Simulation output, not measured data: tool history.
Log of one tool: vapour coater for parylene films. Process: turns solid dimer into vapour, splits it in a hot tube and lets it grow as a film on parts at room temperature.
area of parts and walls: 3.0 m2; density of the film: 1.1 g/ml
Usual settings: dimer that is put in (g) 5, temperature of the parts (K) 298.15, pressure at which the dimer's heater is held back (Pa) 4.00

run,hour,dimer that is put in (g),temperature of the parts (K),pressure at which the dimer's heater is held back (Pa),thickness of the film (µm)
1,0.0,5,298.15,4.00,0.866
2,32.1,5,298.15,4.00,0.846
3,49.1,5,298.15,4.00,0.880
4,68.5,5,298.15,4.00,0.861
5,100.1,5,298.15,4.00,0.879
6,123.3,5,298.15,4.00,0.871
7,156.9,5,298.15,4.00,0.873
8,179.1,5,298.15,5.42,0.860
9,202.7,5,290.15,4.00,1.115
10,241.6,5,298.15,4.00,0.865
11,260.1,5,298.15,4.00,0.866
12,291.6,5,298.15,4.00,0.868
13,308.9,5,298.15,5.15,0.863
14,334.8,5,298.15,5.15,0.863
15,357.0,5,298.15,5.15,0.853
16,392.0,5,298.15,5.15,0.859
17,416.5,5,298.15,5.15,0.848
18,433.4,4,298.15,5.15,0.683
19,452.8,4,298.15,5.15,0.700
20,491.4,4,298.15,5.15,0.680
21,509.0,4,298.15,5.15,0.687
22,538.5,4,298.15,5.15,0.690
23,573.5,4,298.15,5.15,0.678
24,599.4,4,298.15,5.15,0.692
25,623.5,5,299.15,4.00,0.831
26,651.7,5,299.15,4.00,0.842
27,668.6,5,299.15,8.27,0.805
28,698.8,5,299.15,8.16,0.818
29,725.9,5,298.15,4.00,0.865
30,746.7,6,298.15,9.74,0.986
31,782.9,7,309.15,9.20,0.822
32,805.1,5,301.15,2.05,0.812
33,831.3,9,293.15,3.21,1.849
34,869.2,8,305.15,2.14,1.141
35,890.7,3,308.15,2.29,0.399
36,908.1,3,308.15,2.29,0.385
37,927.0,3,308.15,2.29,0.396
38,961.9,9,293.15,4.00,1.834
# hour 980.4: trap's valve overhauled
39,996.8,5,295.15,6.87,0.928
40,1026.0,6,308.15,4.00,0.760
41,1055.8,4,308.15,4.00,0.514
42,1077.8,4,305.15,5.24,0.551
43,1099.8,6,299.15,3.62,1.015
44,1127.2,4,303.15,2.34,0.609
45,1162.4,2,291.15,4.00,0.427
46,1183.1,9,292.15,7.18,1.840

Run 47 comes next. What will it give?
47,1199.2,9,292.15,7.18,?

Run 47 gave thickness of the film (µm) 1.835.
Without the tool's hidden state the same run would have given thickness of the film (µm) 1.836.

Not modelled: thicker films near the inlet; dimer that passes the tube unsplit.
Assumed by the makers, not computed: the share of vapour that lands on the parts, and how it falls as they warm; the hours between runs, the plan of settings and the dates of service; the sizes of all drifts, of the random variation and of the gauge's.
